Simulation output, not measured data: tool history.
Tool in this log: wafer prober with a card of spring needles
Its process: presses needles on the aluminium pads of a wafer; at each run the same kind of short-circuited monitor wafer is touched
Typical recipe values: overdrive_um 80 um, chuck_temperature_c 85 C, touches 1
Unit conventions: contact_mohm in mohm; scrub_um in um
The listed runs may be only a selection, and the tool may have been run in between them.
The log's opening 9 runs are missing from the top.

{"day": 6.129, "done": "tips cleaned on abrasive film"}
{"day": 6.796, "done": "tips cleaned on abrasive film, once more"}
{"run": 10, "day": 6.796, "overdrive_um": 80, "chuck_temperature_c": 85, "touches": 1, "contact_mohm": 150, "scrub_um": 14.48}
{"day": 7.908, "done": "tips cleaned on abrasive film"}
{"run": 11, "day": 7.908, "overdrive_um": 80, "chuck_temperature_c": 34, "touches": 1, "contact_mohm": 137, "scrub_um": 14.37}
{"run": 12, "day": 8.479, "overdrive_um": 80, "chuck_temperature_c": 34, "touches": 1, "contact_mohm": 184, "scrub_um": 14.44}
{"day": 9.004, "done": "tips cleaned on abrasive film"}
{"run": 13, "day": 9.508, "overdrive_um": 82, "chuck_temperature_c": 85, "touches": 1, "contact_mohm": 191, "scrub_um": 14.7}
{"day": 10.092, "done": "tips cleaned on abrasive film"}
{"run": 14, "day": 10.2, "overdrive_um": 82, "chuck_temperature_c": 85, "touches": 1, "contact_mohm": 160, "scrub_um": 14.78}
{"run": 15, "day": 11.138, "overdrive_um": 82, "chuck_temperature_c": 85, "touches": 1, "contact_mohm": 194, "scrub_um": 14.66}
{"day": 11.196, "done": "tips cleaned on abrasive film"}
{"run": 16, "day": 11.8, "overdrive_um": 80, "chuck_temperature_c": 85, "touches": 1, "contact_mohm": 194, "scrub_um": 14.32}
{"day": 12.292, "done": "tips cleaned on abrasive film"}
{"run": 17, "day": 12.804, "overdrive_um": 80, "chuck_temperature_c": 57, "touches": 1, "contact_mohm": 192, "scrub_um": 14.33}
{"day": 13.383, "done": "tips cleaned on abrasive film"}
{"run": 18, "day": 13.588, "overdrive_um": 80, "chuck_temperature_c": 85, "touches": 2, "contact_mohm": 162, "scrub_um": 14.32}
{"day": 14.475, "done": "tips cleaned on abrasive film"}
{"run": 19, "day": 14.475, "overdrive_um": 80, "chuck_temperature_c": 85, "touches": 3, "contact_mohm": 149, "scrub_um": 14.33}
{"run": 20, "day": 15.029, "overdrive_um": 80, "chuck_temperature_c": 85, "touches": 3, "contact_mohm": 159, "scrub_um": 14.38}
{"day": 15.583, "done": "tips cleaned on abrasive film"}
{"run": 21, "day": 15.888, "overdrive_um": 80, "chuck_temperature_c": 85, "touches": 3, "contact_mohm": 157, "scrub_um": 14.3}
{"day": 16.696, "done": "tips cleaned on abrasive film"}
{"run": 22, "day": 16.796, "overdrive_um": 80, "chuck_temperature_c": 85, "touches": 3, "contact_mohm": 153, "scrub_um": 14.34}
{"run": 23, "day": 17.65, "overdrive_um": 80, "chuck_temperature_c": 85, "touches": 3, "contact_mohm": 164, "scrub_um": 14.24}
{"day": 17.8, "done": "tips cleaned on abrasive film"}
{"run": 24, "day": 18.542, "overdrive_um": 82, "chuck_temperature_c": 106, "touches": 1, "contact_mohm": 199, "scrub_um": 14.71}
{"day": 18.879, "done": "height of the first contact set anew"}
{"day": 18.942, "done": "tips cleaned on abrasive film"}
{"run": 25, "day": 19.033, "overdrive_um": 80, "chuck_temperature_c": 85, "touches": 2, "contact_mohm": 157, "scrub_um": 14.62}
{"day": 20.046, "done": "tips cleaned on abrasive film"}
{"run": 26, "day": 20.125, "overdrive_um": 76, "chuck_temperature_c": 85, "touches": 2, "contact_mohm": 158, "scrub_um": 13.8}
{"run": 27, "day": 20.654, "overdrive_um": 63, "chuck_temperature_c": 34, "touches": 1, "contact_mohm": 221, "scrub_um": 11.38}
{"day": 21.15, "done": "tips cleaned on abrasive film"}
{"run": 28, "day": 21.488, "overdrive_um": 71, "chuck_temperature_c": 36, "touches": 3, "contact_mohm": 156, "scrub_um": 12.87}
{"run": 29, "day": 22.008, "overdrive_um": 62, "chuck_temperature_c": 113, "touches": 1, "contact_mohm": 239, "scrub_um": 11.2}
{"day": 22.229, "done": "tips cleaned on abrasive film"}
{"run": 30, "day": 22.742, "overdrive_um": 62, "chuck_temperature_c": 113, "touches": 1, "contact_mohm": 222, "scrub_um": 11.19}
{"run": 31, "day": 23.204, "overdrive_um": 94, "chuck_temperature_c": 113, "touches": 3, "contact_mohm": 163, "scrub_um": 17.11}
{"day": 23.358, "done": "tips cleaned on abrasive film"}
{"run": 32, "day": 24.192, "overdrive_um": 94, "chuck_temperature_c": 113, "touches": 3, "contact_mohm": 159, "scrub_um": 17.15}
{"day": 24.462, "done": "tips cleaned on abrasive film"}
{"run": 33, "day": 24.829, "overdrive_um": 80, "chuck_temperature_c": 85, "touches": 1, "contact_mohm": 183, "scrub_um": 14.54}

5 options for the next run, each taken on its own from the tool as it stands now. Forecast them:
{"run": "A", "day": 25.371, "overdrive_um": 81, "chuck_temperature_c": 32, "touches": 1, "contact_mohm": "?", "scrub_um": "?"}
{"run": "B", "day": 25.371, "overdrive_um": 61, "chuck_temperature_c": 85, "touches": 2, "contact_mohm": "?", "scrub_um": "?"}
{"run": "C", "day": 25.371, "overdrive_um": 80, "chuck_temperature_c": 55, "touches": 1, "contact_mohm": "?", "scrub_um": "?"}
{"run": "D", "day": 25.371, "overdrive_um": 80, "chuck_temperature_c": 44, "touches": 1, "contact_mohm": "?", "scrub_um": "?"}
{"run": "E", "day": 25.371, "overdrive_um": 66, "chuck_temperature_c": 90, "touches": 2, "contact_mohm": "?", "scrub_um": "?"}

run=A contact_mohm=197 scrub_um=14.66
run=B contact_mohm=201 scrub_um=11.06
run=C contact_mohm=198 scrub_um=14.54
run=D contact_mohm=200 scrub_um=14.54
run=E contact_mohm=197 scrub_um=11.97
With the hidden condition removed and each run's random variation left untouched, the same runs would have given:
run=A contact_mohm=137 scrub_um=14.74
run=B contact_mohm=147 scrub_um=11.14
run=C contact_mohm=140 scrub_um=14.62
run=D contact_mohm=140 scrub_um=14.63
run=E contact_mohm=149 scrub_um=12.05
